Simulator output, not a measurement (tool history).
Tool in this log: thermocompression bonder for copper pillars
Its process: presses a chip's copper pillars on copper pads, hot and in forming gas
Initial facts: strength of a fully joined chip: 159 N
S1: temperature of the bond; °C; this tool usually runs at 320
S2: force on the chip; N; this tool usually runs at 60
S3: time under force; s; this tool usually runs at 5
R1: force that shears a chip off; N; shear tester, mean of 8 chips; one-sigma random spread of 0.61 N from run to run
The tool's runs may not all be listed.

Run 1, hour 0: usual settings. Result: R1 108 N.
Run 2, hour 61.9: usual settings. Result: R1 108.5 N.
Run 3, hour 121.7: usual settings. Result: R1 108.8 N.
Run 4, hour 182.8: usual settings. Result: R1 108.5 N.
Run 5, hour 226.8: usual settings. Result: R1 109.5 N.
Run 6, hour 262.1: usual settings but S3 4 s. Result: R1 101.6 N.
Run 7, hour 324.4: usual settings but S3 4 s. Result: R1 101.8 N.
Run 8, hour 364.4: usual settings but S3 4 s. Result: R1 100.8 N.
Run 9, hour 423.5: usual settings but S2 70 N. Result: R1 120.6 N.
Run 10, hour 468.5: usual settings but S2 70 N. Result: R1 121.2 N.
Run 11, hour 508.4: usual settings but S2 70 N. Result: R1 120.6 N.
Run 12, hour 536.8: usual settings but S2 70 N. Result: R1 121.5 N.
Run 13, hour 577.9: usual settings but S3 4 s. Result: R1 102.3 N.
Run 14, hour 641.2: usual settings but S3 4 s. Result: R1 102.7 N.
Run 15, hour 696.5: usual settings but S3 4 s. Result: R1 102.5 N.
Run 16, hour 738: usual settings but S1 331 °C, S3 8 s. Result: R1 127.9 N.
Run 17, hour 775.3: usual settings but S2 51 N, S3 11 s. Result: R1 117.6 N.
Run 18, hour 808.2: usual settings but S1 324 °C, S2 87 N, S3 7 s. Result: R1 143.5 N.
Run 19, hour 837: usual settings but S1 325 °C, S2 45 N, S3 9 s. Result: R1 105.7 N.
Run 20, hour 869.2: usual settings but S1 325 °C, S2 37 N, S3 9 s. Result: R1 88.1 N.
Run 21, hour 911.4: usual settings but S1 325 °C, S2 37 N, S3 9 s. Result: R1 88.3 N.
Run 22, hour 939.9: usual settings but S1 325 °C, S2 37 N, S3 9 s. Result: R1 87.9 N.
Run 23, hour 972.4: usual settings but S2 51 N, S3 6 s. Result: R1 101.2 N.
Run 24, hour 1020: usual settings but S2 51 N, S3 6 s. Result: R1 100.6 N.
Run 25, hour 1075.2: usual settings but S1 306 °C, S2 51 N, S3 4 s. Result: R1 79.8 N.

Withheld: 1 entry from between the runs. Position of each, and hidden state at the listed run before versus the listed run after:
In the gap between runs 10 and 11: forming gas filter changed (hour 479.9)
  oxide that the forming gas leaves, % of the face: 0.79 -> 0.52
